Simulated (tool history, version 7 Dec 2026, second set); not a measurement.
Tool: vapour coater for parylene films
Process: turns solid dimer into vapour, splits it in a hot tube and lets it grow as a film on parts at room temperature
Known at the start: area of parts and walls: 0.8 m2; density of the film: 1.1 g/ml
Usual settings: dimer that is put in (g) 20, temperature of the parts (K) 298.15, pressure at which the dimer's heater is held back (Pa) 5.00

run	day	dimer that is put in (g)	temperature of the parts (K)	pressure at which the dimer's heater is held back (Pa)	thickness of the film (µm)
1	0.000	20	298.15	5.00	14.02
2	0.983	20	299.15	5.00	13.37
3	1.562	20	299.15	5.00	13.12
4	2.438	20	299.15	5.00	13.20
5	3.208	20	299.15	5.00	13.12
6	3.858	20	299.15	5.00	13.26
7	4.758	20	298.15	5.00	13.69
8	5.312	20	298.15	5.00	13.98
9	6.275	20	298.15	9.59	12.47
10	6.854	20	298.15	5.00	13.94
11	7.929	20	298.15	5.00	13.93
12	8.871	20	301.15	5.00	11.77
13	9.558	20	298.15	5.00	13.76
14	10.392	20	298.15	5.00	13.74
15	11.346	20	298.15	5.00	13.63
16	12.254	20	298.15	5.00	13.77
17	13.121	20	298.15	5.00	13.74
18	14.096	20	298.15	2.43	15.33
19	14.621	24	291.15	8.16	20.97
20	15.088	24	291.15	8.16	21.50
21	16.029	24	296.15	6.49	17.26
22	17.033	22	296.15	6.49	15.66
23	17.900	33	291.15	4.23	32.47
24	18.892	8	303.15	6.60	4.13
25	19.700	15	303.15	6.31	7.66
26	20.633	15	303.15	6.31	7.61
27	21.521	11	298.15	5.00	7.39

Forecast run 28:
28	22.192	24	309.15	3.00	?

{"run 28": {"thickness of the film (µm)": 10.35}}
Without the tool's hidden state the same run would have given thickness of the film (µm) 10.85.
